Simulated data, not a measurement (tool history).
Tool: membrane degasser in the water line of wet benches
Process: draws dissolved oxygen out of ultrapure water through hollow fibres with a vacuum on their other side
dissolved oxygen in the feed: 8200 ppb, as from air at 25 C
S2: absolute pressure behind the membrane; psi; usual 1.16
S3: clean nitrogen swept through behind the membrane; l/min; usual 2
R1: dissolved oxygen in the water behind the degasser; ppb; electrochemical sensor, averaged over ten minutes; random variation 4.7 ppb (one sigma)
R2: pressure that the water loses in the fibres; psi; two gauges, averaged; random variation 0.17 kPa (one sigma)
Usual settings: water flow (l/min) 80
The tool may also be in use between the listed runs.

{"run": 1, "hour": 0.0, "water flow (l/min)": 80, "S2": 1.16, "S3": 2, "R1": 506, "R2": 4.489}
{"run": 2, "hour": 301.8, "water flow (l/min)": 80, "S2": 1.16, "S3": 2, "R1": 524.2, "R2": 4.54}
{"run": 3, "hour": 455.0, "water flow (l/min)": 80, "S2": 1.16, "S3": 2, "R1": 526.4, "R2": 4.472}
{"run": 4, "hour": 612.0, "water flow (l/min)": 80, "S2": 1.16, "S3": 2, "R1": 524.1, "R2": 4.524}
{"run": 5, "hour": 765.9, "water flow (l/min)": 80, "S2": 1.16, "S3": 2, "R1": 522.3, "R2": 4.528}
{"run": 6, "hour": 913.9, "water flow (l/min)": 80, "S2": 1.16, "S3": 2, "R1": 517.4, "R2": 4.554}
{"run": 7, "hour": 1139.3, "water flow (l/min)": 80, "S2": 1.16, "S3": 2, "R1": 513.4, "R2": 4.532}
{"run": 8, "hour": 1484.5, "water flow (l/min)": 80, "S2": 1.16, "S3": 2, "R1": 519.3, "R2": 4.547}
{"hour": 1579.1, "done": "vacuum gauge calibrated"}
{"run": 9, "hour": 1659.0, "water flow (l/min)": 80, "S2": 1.16, "S3": 2, "R1": 501.7, "R2": 4.528}
{"run": 10, "hour": 1799.0, "water flow (l/min)": 80, "S2": 1.558, "S3": 2, "R1": 691, "R2": 4.615}
{"run": 11, "hour": 1988.8, "water flow (l/min)": 55, "S2": 1.16, "S3": 1.03, "R1": 514.8, "R2": 3.15}
{"hour": 2096.3, "done": "seals of the vacuum lines changed"}
{"run": 12, "hour": 2315.1, "water flow (l/min)": 80, "S2": 1.716, "S3": 2.11, "R1": 741.2, "R2": 4.59}
{"run": 13, "hour": 2507.1, "water flow (l/min)": 100, "S2": 0.822, "S3": 0.9, "R1": 592.4, "R2": 5.736}
{"run": 14, "hour": 2767.8, "water flow (l/min)": 100, "S2": 0.822, "S3": 0.9, "R1": 607.7, "R2": 5.743}
{"run": 15, "hour": 2974.4, "water flow (l/min)": 100, "S2": 0.822, "S3": 0.9, "R1": 600.1, "R2": 5.738}
{"hour": 3181.1, "done": "membrane cartridge changed"}
{"run": 16, "hour": 3313.0, "water flow (l/min)": 60, "S2": 1.147, "S3": 2.74, "R1": 280.7, "R2": 3.243}
{"run": 17, "hour": 3498.1, "water flow (l/min)": 80, "S2": 2.263, "S3": 1.06, "R1": 1471.8, "R2": 4.341}
{"run": 18, "hour": 3803.9, "water flow (l/min)": 100, "S2": 2.263, "S3": 2.77, "R1": 995.3, "R2": 5.453}
{"run": 19, "hour": 4081.7, "water flow (l/min)": 54, "S2": 0.788, "S3": 1.17, "R1": 249.8, "R2": 2.944}

Forecast each of these 5 alternatives for the next run:
{"run": "A", "hour": 4290.5, "water flow (l/min)": 111, "S2": 0.716, "S3": 1.19, "R1": "?", "R2": "?"}
{"run": "B", "hour": 4290.5, "water flow (l/min)": 54, "S2": 0.788, "S3": 3.31, "R1": "?", "R2": "?"}
{"run": "C", "hour": 4290.5, "water flow (l/min)": 54, "S2": 1.16, "S3": 2, "R1": "?", "R2": "?"}
{"run": "D", "hour": 4290.5, "water flow (l/min)": 80, "S2": 2.756, "S3": 3.16, "R1": "?", "R2": "?"}
{"run": "E", "hour": 4290.5, "water flow (l/min)": 111, "S2": 1.801, "S3": 0.88, "R1": "?", "R2": "?"}

run=A R1=468.2 R2=6.054
run=B R1=133.2 R2=2.946
run=C R1=322.2 R2=2.927
run=D R1=914.9 R2=4.361
run=E R1=1645.7 R2=6.042
Without the tool's hidden state the same runs would have given:
run=A R1=446.2 R2=6.005
run=B R1=126.6 R2=2.921
run=C R1=313.2 R2=2.902
run=D R1=904.7 R2=4.325
run=E R1=1627.6 R2=5.992

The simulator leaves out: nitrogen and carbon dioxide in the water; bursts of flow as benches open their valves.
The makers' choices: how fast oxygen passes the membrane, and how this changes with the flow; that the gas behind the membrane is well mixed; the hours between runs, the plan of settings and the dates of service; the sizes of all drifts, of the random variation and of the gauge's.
